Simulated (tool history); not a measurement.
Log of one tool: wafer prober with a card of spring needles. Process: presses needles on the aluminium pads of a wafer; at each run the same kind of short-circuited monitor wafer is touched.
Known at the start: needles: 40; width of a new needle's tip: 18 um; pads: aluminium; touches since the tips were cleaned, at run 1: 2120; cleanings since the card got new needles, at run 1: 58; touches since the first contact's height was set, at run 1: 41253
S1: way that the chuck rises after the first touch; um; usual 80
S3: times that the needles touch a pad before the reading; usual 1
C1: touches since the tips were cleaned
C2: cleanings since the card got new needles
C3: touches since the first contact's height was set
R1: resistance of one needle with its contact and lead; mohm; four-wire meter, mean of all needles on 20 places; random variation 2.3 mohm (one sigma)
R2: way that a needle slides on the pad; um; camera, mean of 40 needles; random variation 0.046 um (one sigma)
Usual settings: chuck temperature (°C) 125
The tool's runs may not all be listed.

Run 1, hour 0: usual settings; C1 2120; C2 58; C3 41253. Result: R1 259 mohm, R2 17.88 um.
At hour 4: tips cleaned on abrasive film.
At hour 10: tips cleaned on abrasive film.
Run 2, hour 12.5: usual settings; C1 1824; C2 60; C3 49945. Result: R1 257 mohm, R2 17.93 um.
At hour 16.4: tips cleaned on abrasive film.
At hour 22.2: tips cleaned on abrasive film.
Run 3, hour 26.9: usual settings; C1 3327; C2 62; C3 59948. Result: R1 261 mohm, R2 17.9 um.
At hour 28.4: tips cleaned on abrasive film.
At hour 35.6: tips cleaned on abrasive film.
At hour 42.8: tips cleaned on abrasive film.
Run 4, hour 43.3: usual settings; C1 357; C2 65; C3 71247. Result: R1 254 mohm, R2 17.92 um.
At hour 49.8: tips cleaned on abrasive film.
Run 5, hour 51.7: usual settings; C1 1316; C2 66; C3 77090. Result: R1 258 mohm, R2 17.9 um.
At hour 56.1: tips cleaned on abrasive film.
Run 6, hour 61.5: usual settings; C1 3836; C2 67; C3 83953. Result: R1 259 mohm, R2 17.88 um.
At hour 63: tips cleaned on abrasive film.
At hour 70: tips cleaned on abrasive film.
Run 7, hour 75: usual settings; C1 3536; C2 69; C3 93283. Result: R1 258 mohm, R2 17.81 um.
At hour 76.1: tips cleaned on abrasive film.
At hour 82.4: tips cleaned on abrasive film.
Run 8, hour 87.1: usual settings; C1 3325; C2 71; C3 101674. Result: R1 259 mohm, R2 17.85 um.
At hour 89.5: tips cleaned on abrasive film.
At hour 95.4: tips cleaned on abrasive film.
Run 9, hour 95.9: usual settings; C1 382; C2 73; C3 107757. Result: R1 259 mohm, R2 17.8 um.
At hour 101.5: tips cleaned on abrasive film.
At hour 107.9: tips cleaned on abrasive film.
Run 10, hour 109.6: usual settings but chuck temperature (°C) 80; C1 1144; C2 75; C3 117201. Result: R1 250 mohm, R2 17.78 um.
At hour 114.8: tips cleaned on abrasive film.
At hour 120.7: tips cleaned on abrasive film.
Run 11, hour 125: usual settings but chuck temperature (°C) 31; C1 2982; C2 77; C3 127914. Result: R1 234 mohm, R2 17.82 um.
At hour 127.1: tips cleaned on abrasive film.
Run 12, hour 132.5: usual settings; C1 3867; C2 78; C3 133185. Result: R1 262 mohm, R2 17.69 um.
At hour 134.1: tips cleaned on abrasive film.
At hour 140.5: tips cleaned on abrasive film.
Run 13, hour 142.6: usual settings; C1 1511; C2 80; C3 140147. Result: R1 262 mohm, R2 17.81 um.
At hour 146.6: tips cleaned on abrasive film.
At hour 153.8: tips cleaned on abrasive film.
Run 14, hour 155.3: usual settings; C1 1115; C2 82; C3 148955. Result: R1 259 mohm, R2 17.79 um.
At hour 160.4: tips cleaned on abrasive film.
At hour 166.3: tips cleaned on abrasive film.
Run 15, hour 170.1: usual settings; C1 2703; C2 84; C3 159220. Result: R1 256 mohm, R2 17.81 um.
At hour 172.6: tips cleaned on abrasive film.
At hour 178.7: tips cleaned on abrasive film.
Run 16, hour 184.3: usual settings but S1 84 um, chuck temperature (°C) 38; C1 4003; C2 86; C3 169095. Result: R1 232 mohm, R2 18.66 um.
At hour 185.6: tips cleaned on abrasive film.
Run 17, hour 191.3: usual settings but S1 84 um, chuck temperature (°C) 38; C1 3973; C2 87; C3 173907. Result: R1 240 mohm, R2 18.62 um.
At hour 192.5: tips cleaned on abrasive film.
At hour 198.6: tips cleaned on abrasive film.
At hour 205.7: tips cleaned on abrasive film.
Run 18, hour 208.4: usual settings but S1 84 um, chuck temperature (°C) 38; C1 1903; C2 90; C3 185754. Result: R1 234 mohm, R2 18.59 um.
At hour 211.8: tips cleaned on abrasive film.
At hour 218.3: tips cleaned on abrasive film.
Run 19, hour 223.4: usual settings but S1 84 um, chuck temperature (°C) 38; C1 3562; C2 92; C3 196160. Result: R1 234 mohm, R2 18.59 um.
At hour 224.4: tips cleaned on abrasive film.
At hour 230.4: tips cleaned on abrasive film.
Run 20, hour 233.6: usual settings but chuck temperature (°C) 36; C1 2251; C2 94; C3 203223. Result: R1 234 mohm, R2 17.72 um.
At hour 237.1: tips cleaned on abrasive film.
At hour 243.1: tips cleaned on abrasive film.
Run 21, hour 243.1: usual settings but S1 97 um; C1 0; C2 96; C3 209773. Result: R1 257 mohm, R2 21.47 um.
At hour 248.9: tips cleaned on abrasive film.
At hour 255.5: tips cleaned on abrasive film.
Run 22, hour 258.5: usual settings but S1 77 um, chuck temperature (°C) 103, S3 3; C1 2070; C2 98; C3 220460. Result: R1 250 mohm, R2 16.97 um.
At hour 262.3: tips cleaned on abrasive film.
At hour 262.6: height of the first contact set anew.
At hour 268.6: tips cleaned on abrasive film.
Run 23, hour 268.6: usual settings but S1 77 um, chuck temperature (°C) 103, S3 3; C1 0; C2 100; C3 4129. Result: R1 252 mohm, R2 16.95 um.
At hour 274.6: tips cleaned on abrasive film.
At hour 280.4: tips cleaned on abrasive film.
Run 24, hour 285.5: usual settings but S1 69 um, chuck temperature (°C) 40, S3 2; C1 3560; C2 102; C3 15900. Result: R1 239 mohm, R2 15.25 um.
At hour 286.4: tips cleaned on abrasive film.
At hour 292.9: tips cleaned on abrasive film.
Run 25, hour 292.9: usual settings but chuck temperature (°C) 34; C1 29; C2 104; C3 20998. Result: R1 235 mohm, R2 17.54 um.
At hour 298: gauge calibrated.
At hour 299.5: tips cleaned on abrasive film.
At hour 305.9: tips cleaned on abrasive film.
Run 26, hour 305.9: usual settings but chuck temperature (°C) 34; C1 0; C2 106; C3 30013. Result: R1 235 mohm, R2 17.91 um.
At hour 312.9: tips cleaned on abrasive film.
At hour 319.2: tips cleaned on abrasive film.
Run 27, hour 319.2: usual settings but chuck temperature (°C) 34; C1 0; C2 108; C3 39238. Result: R1 233 mohm, R2 17.95 um.
At hour 325.9: tips cleaned on abrasive film.
At hour 331.9: tips cleaned on abrasive film.
Run 28, hour 332.7: usual settings but S1 75 um, chuck temperature (°C) 89, S3 2; C1 588; C2 110; C3 48578. Result: R1 251 mohm, R2 16.81 um.
At hour 338.8: tips cleaned on abrasive film.
Run 29, hour 343.5: usual settings but S1 75 um, chuck temperature (°C) 89, S3 2; C1 3304; C2 111; C3 56094. Result: R1 249 mohm, R2 16.79 um.

4 ways to go on from here, each from the tool as it stands after run 29. What would each give?
At hour 345.6: tips cleaned on abrasive film.
Run A, hour 350.4: usual settings but S1 92 um, S3 2; C1 3392; C2 112; C3 60921. Result: R1 ?, R2 ?.
At hour 345.6: tips cleaned on abrasive film.
Run B, hour 350.4: usual settings but S1 61 um, chuck temperature (°C) 89, S3 2; C1 3392; C2 112; C3 60921. Result: R1 ?, R2 ?.
At hour 345.6: tips cleaned on abrasive film.
Run C, hour 350.4: usual settings but S1 75 um, chuck temperature (°C) 89, S3 2; C1 3392; C2 112; C3 60921. Result: R1 ?, R2 ?.
At hour 345.6: tips cleaned on abrasive film.
Run D, hour 350.4: usual settings but chuck temperature (°C) 36; C1 3392; C2 112; C3 60921. Result: R1 ?, R2 ?.

run   R1     R2
  A  259  20.61
  B  255   13.6
  C  247  16.76
  D  236  17.95
Without the tool's hidden state the same runs would have given:
run   R1     R2
  A  258  20.68
  B  254  13.65
  C  247  16.82
  D  235  18.01

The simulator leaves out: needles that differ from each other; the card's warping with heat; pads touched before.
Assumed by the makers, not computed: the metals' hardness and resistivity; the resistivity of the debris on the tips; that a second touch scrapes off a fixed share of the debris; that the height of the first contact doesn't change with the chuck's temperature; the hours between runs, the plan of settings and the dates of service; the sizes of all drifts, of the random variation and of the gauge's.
